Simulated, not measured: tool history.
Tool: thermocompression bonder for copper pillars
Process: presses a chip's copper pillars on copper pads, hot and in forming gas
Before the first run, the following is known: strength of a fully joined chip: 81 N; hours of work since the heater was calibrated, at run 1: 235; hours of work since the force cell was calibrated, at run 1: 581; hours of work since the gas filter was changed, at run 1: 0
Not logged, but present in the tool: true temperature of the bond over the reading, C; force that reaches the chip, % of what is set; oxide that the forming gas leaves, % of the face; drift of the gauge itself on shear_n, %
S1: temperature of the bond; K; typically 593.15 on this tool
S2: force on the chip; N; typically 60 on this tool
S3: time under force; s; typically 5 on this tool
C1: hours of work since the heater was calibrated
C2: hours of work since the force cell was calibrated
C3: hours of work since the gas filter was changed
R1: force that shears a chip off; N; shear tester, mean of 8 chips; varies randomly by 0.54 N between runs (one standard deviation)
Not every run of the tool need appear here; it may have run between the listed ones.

{"run": 1, "hour": 0.0, "S1": 593.15, "S2": 60, "S3": 5, "C1": 235, "C2": 581, "C3": 0, "R1": 39.9}
{"run": 2, "hour": 34.3, "S1": 593.15, "S2": 60, "S3": 5, "C1": 253, "C2": 600, "C3": 18, "R1": 39.4}
{"run": 3, "hour": 81.2, "S1": 593.15, "S2": 60, "S3": 5, "C1": 278, "C2": 624, "C3": 43, "R1": 38.5}
{"run": 4, "hour": 116.6, "S1": 593.15, "S2": 60, "S3": 4, "C1": 297, "C2": 643, "C3": 62, "R1": 34.6}
{"run": 5, "hour": 140.5, "S1": 593.15, "S2": 60, "S3": 5, "C1": 310, "C2": 656, "C3": 74, "R1": 36.4}
{"run": 6, "hour": 165.4, "S1": 593.15, "S2": 60, "S3": 5, "C1": 323, "C2": 669, "C3": 88, "R1": 36.7}
{"run": 7, "hour": 204.6, "S1": 593.15, "S2": 60, "S3": 5, "C1": 344, "C2": 690, "C3": 108, "R1": 35.7}
{"hour": 207.7, "done": "forming gas filter changed"}
{"run": 8, "hour": 248.6, "S1": 593.15, "S2": 60, "S3": 5, "C1": 367, "C2": 713, "C3": 22, "R1": 38.9}
{"run": 9, "hour": 272.6, "S1": 593.15, "S2": 60, "S3": 5, "C1": 379, "C2": 725, "C3": 34, "R1": 38.0}
{"run": 10, "hour": 312.8, "S1": 593.15, "S2": 60, "S3": 14, "C1": 401, "C2": 747, "C3": 56, "R1": 51.4}
{"run": 11, "hour": 333.2, "S1": 593.15, "S2": 60, "S3": 11, "C1": 411, "C2": 758, "C3": 66, "R1": 47.5}
{"run": 12, "hour": 364.6, "S1": 569.15, "S2": 60, "S3": 5, "C1": 428, "C2": 774, "C3": 83, "R1": 29.1}
{"run": 13, "hour": 400.8, "S1": 582.15, "S2": 60, "S3": 5, "C1": 447, "C2": 793, "C3": 102, "R1": 32.8}
{"hour": 418.7, "done": "forming gas filter changed"}
{"run": 14, "hour": 446.6, "S1": 582.15, "S2": 60, "S3": 5, "C1": 471, "C2": 817, "C3": 15, "R1": 35.1}
{"run": 15, "hour": 470.2, "S1": 582.15, "S2": 60, "S3": 5, "C1": 484, "C2": 830, "C3": 27, "R1": 36.0}
{"run": 16, "hour": 502.0, "S1": 582.15, "S2": 60, "S3": 5, "C1": 500, "C2": 847, "C3": 44, "R1": 35.0}
{"run": 17, "hour": 551.8, "S1": 593.15, "S2": 60, "S3": 5, "C1": 527, "C2": 873, "C3": 70, "R1": 37.3}
{"run": 18, "hour": 595.7, "S1": 569.15, "S2": 85, "S3": 5, "C1": 550, "C2": 896, "C3": 94, "R1": 35.9}
{"hour": 627.2, "done": "forming gas filter changed"}
{"run": 19, "hour": 633.6, "S1": 612.15, "S2": 85, "S3": 5, "C1": 570, "C2": 916, "C3": 3, "R1": 54.4}
{"run": 20, "hour": 674.9, "S1": 609.15, "S2": 85, "S3": 13, "C1": 592, "C2": 938, "C3": 25, "R1": 65.4}
{"run": 21, "hour": 706.6, "S1": 588.15, "S2": 60, "S3": 15, "C1": 608, "C2": 955, "C3": 42, "R1": 52.9}
{"run": 22, "hour": 754.0, "S1": 588.15, "S2": 72, "S3": 15, "C1": 634, "C2": 980, "C3": 67, "R1": 53.7}
{"run": 23, "hour": 796.6, "S1": 593.15, "S2": 56, "S3": 5, "C1": 656, "C2": 1002, "C3": 90, "R1": 35.1}
{"hour": 837.2, "done": "forming gas filter changed"}
{"hour": 841.3, "done": "force cell calibrated"}
{"run": 24, "hour": 848.0, "S1": 593.15, "S2": 48, "S3": 5, "C1": 682, "C2": 4, "C3": 5, "R1": 38.0}
{"run": 25, "hour": 881.0, "S1": 573.15, "S2": 79, "S3": 10, "C1": 700, "C2": 21, "C3": 22, "R1": 48.8}
{"run": 26, "hour": 909.3, "S1": 577.15, "S2": 43, "S3": 13, "C1": 715, "C2": 36, "C3": 37, "R1": 42.1}
{"run": 27, "hour": 937.8, "S1": 605.15, "S2": 80, "S3": 5, "C1": 730, "C2": 51, "C3": 52, "R1": 49.9}
{"run": 28, "hour": 966.2, "S1": 596.15, "S2": 84, "S3": 6, "C1": 745, "C2": 66, "C3": 67, "R1": 50.0}
{"run": 29, "hour": 1013.6, "S1": 593.15, "S2": 78, "S3": 5, "C1": 770, "C2": 91, "C3": 93, "R1": 43.2}
{"hour": 1049.2, "done": "forming gas filter changed"}
{"run": 30, "hour": 1061.9, "S1": 593.15, "S2": 78, "S3": 5, "C1": 795, "C2": 116, "C3": 7, "R1": 47.7}
{"run": 31, "hour": 1098.5, "S1": 593.15, "S2": 78, "S3": 5, "C1": 815, "C2": 136, "C3": 26, "R1": 47.4}
{"run": 32, "hour": 1131.1, "S1": 582.15, "S2": 60, "S3": 5, "C1": 832, "C2": 153, "C3": 43, "R1": 36.6}
{"run": 33, "hour": 1170.8, "S1": 588.15, "S2": 60, "S3": 5, "C1": 853, "C2": 174, "C3": 64, "R1": 39.1}

Selected run-to-run steps in R1, each split into two signed amounts: the part the tool would show with no hidden state at all (from settings, incoming material and random variation), and the remainder, which goes to the hidden state together with any gauge scatter not common to the measured and the hidden-state-free results:
Run 7 -> 8: forming gas filter changed. R1 +3.2 N: hidden state +3.5, all else -0.3.
Run 11 -> 12: S1 593.15 -> 569.15, S3 11 -> 5. R1 -18.4 N: hidden state +1.0, all else -19.4.
Run 18 -> 19: S1 569.15 -> 612.15, forming gas filter changed. R1 +18.5 N: hidden state +3.0, all else +15.5.
Run 22 -> 23: S1 588.15 -> 593.15, S2 72 -> 56, S3 15 -> 5. R1 -18.6 N: hidden state +0.6, all else -19.2.
Run 23 -> 24: S2 56 -> 48, forming gas filter changed, force cell calibrated. R1 +2.9 N: hidden state +5.4, all else -2.5.
Run 29 -> 30: forming gas filter changed. R1 +4.5 N: hidden state +4.0, all else +0.5.
